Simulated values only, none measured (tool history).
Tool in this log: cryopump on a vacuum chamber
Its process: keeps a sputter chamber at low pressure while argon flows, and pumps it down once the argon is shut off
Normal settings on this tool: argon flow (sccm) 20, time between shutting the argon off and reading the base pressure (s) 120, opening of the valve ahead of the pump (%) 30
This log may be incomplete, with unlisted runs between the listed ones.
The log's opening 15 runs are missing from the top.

run   hour  argon flow (sccm)  time between shutting the argon off and reading the base pressure (s)  opening of the valve ahead of the pump (%)  hours of work since the pump was warmed up and emptied  hours of work since the cold head was overhauled  hours of work since the chamber's fittings were tightened  pressure while argon flows (Pa)  pressure after the wait (uPa)
 16  288.2                 20                                                                     25                                          30                                                     446                                               446                                                        282                           0.0939                           3.77
 17  306.2                 20                                                                     25                                          30                                                     461                                               461                                                        297                           0.0955                           3.75
 18  323.9                 20                                                                     25                                          30                                                     476                                               476                                                        312                           0.0948                           3.72
 19    337                 14                                                                     42                                          31                                                     487                                               487                                                        323                           0.0646                            2.6
 20  360.9                 20                                                                    124                                          22                                                     507                                               507                                                        344                           0.1288                           1.37
 21  381.7                 20                                                                    151                                          25                                                     525                                               525                                                        361                           0.1134                           1.22
 22  399.5                 20                                                                    151                                          25                                                     540                                               540                                                        377                           0.1145                           1.24
 23  417.6                 15                                                                    199                                          22                                                     555                                               555                                                        392                           0.0966                           1.12
 24  430.6                 20                                                                    110                                          40                                                     566                                               566                                                        403                           0.0738                           1.46
 25  455.3                 14                                                                    186                                          45                                                     587                                               587                                                        424                           0.0469                           1.14
 26  483.1                 10                                                                     85                                          17                                                     611                                               611                                                        447                           0.0818                           1.74
     498.6  -- pump warmed up, emptied and cooled again
 27  510.9                 10                                                                     85                                          17                                                      10                                               630                                                        467                             0.08                            1.6
 28  532.3                 10                                                                     85                                          17                                                      29                                               648                                                        485                           0.0812                           1.62
 29  557.2                 14                                                                    125                                          52                                                      50                                               670                                                        506                           0.0366                            1.3
 30  579.2                 14                                                                    125                                          20                                                      68                                               688                                                        525                           0.0968                           1.32
 31  591.4                 14                                                                    125                                          20                                                      79                                               699                                                        535                           0.0959                           1.41
 32  613.9                 20                                                                    238                                          45                                                      98                                               718                                                        554                           0.0616                           1.12
 33  635.9                 28                                                                    120                                          30                                                     117                                               736                                                        573                           0.1283                           1.46
 34  654.6                 28                                                                    120                                          30                                                     132                                               752                                                        589                           0.1301                           1.48

4 options for the next run, each taken on its own from the tool as it stands now. Forecast them:
  A  668.3                 28                                                                    120                                          59                                                     144                                               764                                                        600                                ?                              ?
  B  668.3                 20                                                                    120                                          36                                                     144                                               764                                                        600                                ?                              ?
  C  668.3                 12                                                                    150                                          23                                                     144                                               764                                                        600                                ?                              ?
  D  668.3                 28                                                                    120                                          37                                                     144                                               764                                                        600                                ?                              ?

run  pressure while argon flows (Pa)  pressure after the wait (uPa)
  A                           0.0666                           1.51
  B                           0.0778                           1.46
  C                           0.0721                           1.32
  D                           0.1062                           1.45
The same runs, with their run-to-run variation unchanged, on a tool lacking any hidden condition would have given:
run  pressure while argon flows (Pa)  pressure after the wait (uPa)
  A                           0.0641                           0.94
  B                            0.076                           0.89
  C                            0.071                           0.76
  D                           0.1036                           0.89
